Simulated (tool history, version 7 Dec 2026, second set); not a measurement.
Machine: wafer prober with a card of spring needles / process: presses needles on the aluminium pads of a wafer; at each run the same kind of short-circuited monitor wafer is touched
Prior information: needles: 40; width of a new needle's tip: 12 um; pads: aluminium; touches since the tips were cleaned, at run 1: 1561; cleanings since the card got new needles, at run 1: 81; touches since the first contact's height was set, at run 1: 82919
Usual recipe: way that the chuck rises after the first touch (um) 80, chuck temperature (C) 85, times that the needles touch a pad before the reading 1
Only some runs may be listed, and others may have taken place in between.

run,day,way that the chuck rises after the first touch (um),chuck temperature (C),times that the needles touch a pad before the reading,touches since the tips were cleaned,cleanings since the card got new needles,touches since the first contact's height was set,resistance of one needle with its contact and lead (mohm),way that a needle slides on the pad (um)
1,0,80,85,1,1561,81,82919,169,13.2
# day 0.4: tips cleaned on abrasive film
# day 0.875: tips cleaned on abrasive film
# day 1.146: height of the first contact set anew
# day 1.379: tips cleaned on abrasive film
2,1.379,80,85,1,8,84,2904,169,13.39
# day 1.842: tips cleaned on abrasive film
3,2.096,80,85,2,3224,85,11950,167,13.36
# day 2.342: tips cleaned on abrasive film
# day 2.8: tips cleaned on abrasive film
# day 3.283: tips cleaned on abrasive film
4,3.308,91,85,2,318,88,27217,164,15.18
# day 3.733: tips cleaned on abrasive film
5,4.133,91,85,2,5087,89,37639,166,15.19
# day 4.208: tips cleaned on abrasive film
# day 4.662: tips cleaned on abrasive film
# day 5.133: tips cleaned on abrasive film
6,5.433,91,85,2,3835,92,54038,167,15.03
# day 5.65: tips cleaned on abrasive film
# day 6.133: tips cleaned on abrasive film
# day 6.567: tips cleaned on abrasive film
7,6.762,91,85,2,2452,95,70739,163,15.03
# day 7.025: tips cleaned on abrasive film
# day 7.525: tips cleaned on abrasive film
# day 7.975: tips cleaned on abrasive film
8,8.333,91,85,2,4545,98,90577,166,14.99
# day 8.442: tips cleaned on abrasive film
# day 8.833: height of the first contact set anew
# day 8.942: tips cleaned on abrasive film
# day 9.396: tips cleaned on abrasive film
# day 9.854: tips cleaned on abrasive film
9,9.875,91,85,2,250,102,13105,162,15.19
# day 10.375: tips cleaned on abrasive film
# day 10.9: tips cleaned on abrasive film
# day 11.358: tips cleaned on abrasive film
10,11.358,80,85,1,0,105,31808,162,13.29
# day 11.842: tips cleaned on abrasive film
# day 12.333: tips cleaned on abrasive film
11,12.542,80,85,1,2681,107,46760,169,13.3
# day 12.825: tips cleaned on abrasive film
# day 13.3: tips cleaned on abrasive film
12,13.508,80,85,1,2673,109,58931,167,13.32
# day 13.792: tips cleaned on abrasive film
# day 14.262: tips cleaned on abrasive film
13,14.596,80,85,1,4260,111,72655,172,13.23
# day 14.692: tips cleaned on abrasive film
# day 15.167: tips cleaned on abrasive film
# day 15.683: tips cleaned on abrasive film
14,16.058,80,85,1,4777,114,91068,171,13.22
# day 16.154: tips cleaned on abrasive film
# day 16.533: height of the first contact set anew
# day 16.642: tips cleaned on abrasive film
15,16.908,80,51,1,3367,116,4699,167,13.43
# day 17.125: tips cleaned on abrasive film
# day 17.612: tips cleaned on abrasive film
# day 18.079: tips cleaned on abrasive film
16,18.196,78,44,3,1512,119,20945,162,12.95
# day 18.579: tips cleaned on abrasive film
# day 19.096: tips cleaned on abrasive film
17,19.267,74,46,1,2144,121,34428,162,12.29
# day 19.554: tips cleaned on abrasive film
# day 20.021: tips cleaned on abrasive film
# day 20.479: tips cleaned on abrasive film
18,20.767,86,85,1,3653,124,53332,169,14.26
# day 20.954: tips cleaned on abrasive film
# day 21.462: tips cleaned on abrasive film
# day 21.912: tips cleaned on abrasive film
19,22.146,80,26,1,2938,127,70714,161,13.17
# day 22.421: tips cleaned on abrasive film
# day 22.904: tips cleaned on abrasive film
# day 23.4: tips cleaned on abrasive film
20,23.592,97,52,1,2414,130,88957,161,15.94
# day 23.854: tips cleaned on abrasive film
# day 24.296: tips cleaned on abrasive film
# day 24.308: height of the first contact set anew
# day 24.792: tips cleaned on abrasive film
21,25.075,66,62,1,3603,133,9713,171,11.08
# day 25.288: tips cleaned on abrasive film
# day 25.804: tips cleaned on abrasive film
# day 26.275: tips cleaned on abrasive film
22,26.425,77,62,1,1916,136,26712,167,12.81
# day 26.788: tips cleaned on abrasive film
# day 27.25: tips cleaned on abrasive film
23,27.583,82,78,1,4200,138,41314,168,13.64
# day 27.692: tips cleaned on abrasive film
# day 28.204: tips cleaned on abrasive film
24,28.425,85,63,1,2783,140,51908,165,14.13
# day 28.721: tips cleaned on abrasive film
# day 29.225: tips cleaned on abrasive film
# day 29.692: tips cleaned on abrasive film
25,29.717,85,63,1,313,143,68171,160,14.1
# day 30.171: tips cleaned on abrasive film
26,30.517,92,85,2,4425,144,78330,164,15.2
# day 30.625: tips cleaned on abrasive film
# day 31.096: tips cleaned on abrasive film
27,31.333,62,92,2,2994,146,88588,171,10.21
# day 31.583: tips cleaned on abrasive film
# day 32: height of the first contact set anew
# day 32.108: tips cleaned on abrasive film
28,32.208,85,85,2,1229,148,2563,164,14.32
# day 32.592: tips cleaned on abrasive film
29,32.962,78,31,2,4685,149,12105,161,13.03
# day 33.054: tips cleaned on abrasive film
# day 33.583: tips cleaned on abrasive film
# day 34.075: tips cleaned on abrasive film
30,34.412,64,82,3,4256,152,30383,170,10.64

Same runs, no hidden state in the tool, same run-to-run variation:
The tool's hidden condition here consists of: debris on the tips, nm; way that the needles fall short of the set height, um; tips' diameter, um; drift of the gauge itself on contact_mohm, %; drift of the gauge itself on scrub_um, %.
run,resistance of one needle with its contact and lead (mohm),way that a needle slides on the pad (um)
1,164,13.41
2,169,13.4
3,164,13.39
4,164,15.26
5,162,15.29
6,164,15.18
7,161,15.23
8,163,15.23
9,162,15.23
10,162,13.37
11,163,13.42
12,161,13.46
13,164,13.41
14,162,13.44
15,160,13.45
16,160,13.02
17,155,12.39
18,163,14.41
19,153,13.35
20,156,16.18
21,160,11.1
22,161,12.87
23,160,13.73
24,159,14.24
25,159,14.26
26,161,15.37
27,165,10.41
28,163,14.34
29,155,13.06
30,165,10.73
